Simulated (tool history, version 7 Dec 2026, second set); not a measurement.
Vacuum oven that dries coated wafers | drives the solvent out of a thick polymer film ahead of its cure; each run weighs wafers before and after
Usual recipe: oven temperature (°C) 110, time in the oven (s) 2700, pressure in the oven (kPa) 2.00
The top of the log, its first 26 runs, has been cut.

run,hour,oven temperature (°C),time in the oven (s),pressure in the oven (kPa),solvent left in the film (%)
27,338.8,110,2700,1.26,2.64
28,353.2,101,3900,1.34,3.08
29,370.0,123,2940,1.03,0.64
30,384.4,104,2700,2.00,4.36
31,399.2,110,2340,1.17,3.19
32,415.5,98,2700,1.44,5.71
33,422.9,98,2700,1.44,5.77
34,439.6,117,2700,2.00,1.68
35,454.0,108,4020,1.54,1.75
36,470.5,96,1380,7.40,11.88
37,489.1,109,1920,4.68,5.68
38,502.6,102,2520,3.87,6.03
39,510.8,102,2520,3.87,6.01
40,528.8,110,2700,3.43,3.48
41,546.5,105,3180,4.76,4.56
42,558.5,105,4680,4.76,3.33
43,569.0,104,3480,1.02,2.72
44,587.1,104,3480,1.42,2.90
45,605.4,104,3480,1.42,2.86
46,622.7,115,1500,1.01,4.09
47,639.0,117,1980,4.50,3.43
48,657.0,105,2040,2.00,5.38

Consider 3 possible next runs. They are alternatives, not a sequence: every one starts from the tool as it was left by run 48. What does each give?
A,670.6,105,2040,4.60,?
B,670.6,110,3540,1.15,?
C,670.6,117,2700,2.00,?

run,solvent left in the film (%)
A,6.42
B,1.57
C,1.67
What these runs would have given with no unlogged condition in the tool:
run,solvent left in the film (%)
A,6.35
B,1.51
C,1.62

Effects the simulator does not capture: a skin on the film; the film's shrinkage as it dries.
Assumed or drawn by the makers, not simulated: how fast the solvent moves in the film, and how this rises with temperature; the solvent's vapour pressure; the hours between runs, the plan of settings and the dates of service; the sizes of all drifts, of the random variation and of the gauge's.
